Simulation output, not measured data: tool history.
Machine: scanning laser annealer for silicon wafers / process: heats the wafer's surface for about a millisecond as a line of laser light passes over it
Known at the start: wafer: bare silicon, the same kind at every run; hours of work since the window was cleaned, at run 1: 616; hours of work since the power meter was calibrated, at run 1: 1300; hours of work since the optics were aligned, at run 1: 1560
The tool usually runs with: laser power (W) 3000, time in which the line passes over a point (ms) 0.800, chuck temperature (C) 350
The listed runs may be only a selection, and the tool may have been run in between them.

run     day  laser power (W)  time in which the line passes over a point (ms)  chuck temperature (C)  hours of work since the window was cleaned  hours of work since the power meter was calibrated  hours of work since the optics were aligned  highest temperature of the surface (C)
  1   0.000             3000                                            0.800                    350                                         616                                                1300                                         1560                                    1069
  2   1.317             3000                                            0.800                    350                                         638                                                1322                                         1583                                    1073
  3   2.500             3000                                            0.800                    350                                         658                                                1342                                         1603                                    1071
  4   4.350             3000                                            0.800                    350                                         689                                                1373                                         1634                                    1068
  5   6.150             3000                                            0.800                    350                                         720                                                1404                                         1664                                    1067
  6   8.233             3000                                            0.800                    350                                         755                                                1439                                         1699                                    1066
  7   9.421             3000                                            0.800                    350                                         775                                                1459                                         1719                                    1062
     10.512  -- optics aligned, line set to its width
  8  11.550             3000                                            0.800                    350                                         807                                                1491                                           18                                    1073
  9  13.692             3000                                            0.585                    332                                         843                                                1527                                           54                                     952
     15.046  -- window over the wafer cleaned
 10  15.333             3000                                            0.585                    332                                           5                                                1553                                           80                                     979
 11  16.829             3131                                            0.800                    328                                          30                                                1579                                          105                                    1118
 12  19.062             3109                                            0.800                    350                                          68                                                1616                                          143                                    1132
 13  20.833             3109                                            0.800                    350                                          98                                                1646                                          173                                    1131

Each row is a separate what-if for the run after 13, all from the same tool condition, not one after another. Results?
  A  22.517             3000                                            0.846                    342                                         126                                                1675                                          201                                       ?
  B  22.517             3000                                            0.642                    342                                         126                                                1675                                          201                                       ?
  C  22.517             2555                                            0.999                    378                                         126                                                1675                                          201                                       ?

run  highest temperature of the surface (C)
  A                                    1114
  B                                    1017
  C                                    1092
What these runs would have given with no unlogged condition in the tool:
run  highest temperature of the surface (C)
  A                                    1125
  B                                    1027
  C                                    1103
